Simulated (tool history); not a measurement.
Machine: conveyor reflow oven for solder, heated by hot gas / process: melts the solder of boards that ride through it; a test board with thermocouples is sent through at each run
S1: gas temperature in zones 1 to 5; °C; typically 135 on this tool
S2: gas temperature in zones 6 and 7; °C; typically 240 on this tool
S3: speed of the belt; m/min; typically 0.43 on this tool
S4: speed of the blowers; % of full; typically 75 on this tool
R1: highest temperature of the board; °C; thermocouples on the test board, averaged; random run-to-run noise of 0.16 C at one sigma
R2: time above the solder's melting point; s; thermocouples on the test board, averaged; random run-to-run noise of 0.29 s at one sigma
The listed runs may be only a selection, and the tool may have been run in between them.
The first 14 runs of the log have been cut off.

| run | hour | S1 | S2 | S3 | S4 | R1 | R2 |
|---|---|---|---|---|---|---|---|
| 15 | 169 | 135 | 240 | 0.43 | 75 | 224.7 | 79.2 |
| 16 | 181.1 | 135 | 240 | 0.43 | 75 | 224.3 | 79.2 |
| 17 | 193.7 | 135 | 232 | 0.425 | 78 | 218.2 | 74.3 |
| 18 | 200.3 | 136 | 251 | 0.41 | 51 | 229.8 | 87.4 |
| 19 | 214.3 | 136 | 251 | 0.41 | 51 | 229.8 | 87.6 |
| 20 | 228.5 | 131 | 255 | 0.43 | 75 | 237.2 | 87.2 |
| 21 | 237.9 | 135 | 240 | 0.478 | 88 | 223.2 | 70 |
| 22 | 249.9 | 135 | 240 | 0.478 | 88 | 223.1 | 69.9 |
| 23 | 261.7 | 139 | 236 | 0.414 | 58 | 218.6 | 77.9 |
| 24 | 273 | 122 | 240 | 0.453 | 75 | 220.1 | 65.8 |
| 25 | 282.2 | 122 | 240 | 0.505 | 64 | 211.6 | 50.1 |
|  | 290.1 | flux residue cleaned out of gas plates and filters |
| 26 | 300.6 | 148 | 240 | 0.409 | 84 | 231.8 | 95.9 |
| 27 | 312.6 | 123 | 240 | 0.43 | 55 | 220.2 | 69.8 |
| 28 | 319.5 | 143 | 234 | 0.43 | 55 | 218.5 | 77.4 |
| 29 | 331 | 132 | 242 | 0.471 | 63 | 222.6 | 68.9 |
| 30 | 337.8 | 138 | 240 | 0.474 | 75 | 225 | 72.9 |
| 31 | 349.7 | 135 | 248 | 0.485 | 75 | 230.9 | 74.5 |

Here are 3 independent what-if runs from the current tool condition. What would each one return?
| A | 356.7 | 135 | 230 | 0.43 | 61 | ? | ? |
| B | 356.7 | 131 | 240 | 0.43 | 75 | ? | ? |
| C | 356.7 | 124 | 240 | 0.43 | 53 | ? | ? |

| run | R1 | R2 |
|---|---|---|
| A | 215 | 70.6 |
| B | 226.7 | 79.8 |
| C | 219.2 | 69.6 |
Stripped of hidden state, with their random variation kept, the same runs would have yielded:
| run | R1 | R2 |
|---|---|---|
| A | 213.9 | 69.1 |
| B | 225.7 | 78.6 |
| C | 218.2 | 68.1 |
